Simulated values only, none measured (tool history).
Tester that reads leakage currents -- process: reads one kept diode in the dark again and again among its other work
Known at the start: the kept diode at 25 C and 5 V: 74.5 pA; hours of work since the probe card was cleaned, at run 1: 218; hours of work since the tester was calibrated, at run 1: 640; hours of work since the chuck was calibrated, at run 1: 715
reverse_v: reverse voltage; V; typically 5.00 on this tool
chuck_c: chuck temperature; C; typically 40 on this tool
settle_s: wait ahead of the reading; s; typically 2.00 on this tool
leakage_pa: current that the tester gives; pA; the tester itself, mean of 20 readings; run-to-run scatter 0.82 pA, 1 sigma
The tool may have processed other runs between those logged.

run     day  reverse_v  chuck_c  settle_s  hours of work since the probe card was cleaned  hours of work since the tester was calibrated  hours of work since the chuck was calibrated  leakage_pa
  1   0.000       5.00       40      2.00                                             218                                            640                                           715      285.12
  2   5.908       5.00       40      2.00                                             287                                            709                                           784      285.98
  3  11.429       5.00       40      2.00                                             351                                            773                                           848      287.75
  4  14.725       1.63       40      2.00                                             389                                            811                                           886      148.45
  5  17.621       1.63       40      2.67                                             423                                            845                                           920      148.47
  6  20.546       1.63       40      2.67                                             457                                            879                                           954      148.68
  7  25.154       5.12       40      2.00                                             511                                            933                                          1007      296.64
  8  27.783       5.00       40      1.81                                             541                                            963                                          1038      290.13
  9  30.629       5.00       40      1.81                                             574                                            996                                          1071      290.35
 10  34.242       7.05       40      7.44                                             616                                           1038                                          1113      359.64
 11  38.854       2.58       40      7.44                                             670                                           1092                                          1167      197.74

Estimate the outcome of run 12 from the log above:
 12  41.271       2.58       40      7.44                                             698                                           1120                                          1195           ?

leakage_pa: 198.46 pA
Without the tool's hidden state the same run would have given leakage_pa 183.78 pA.
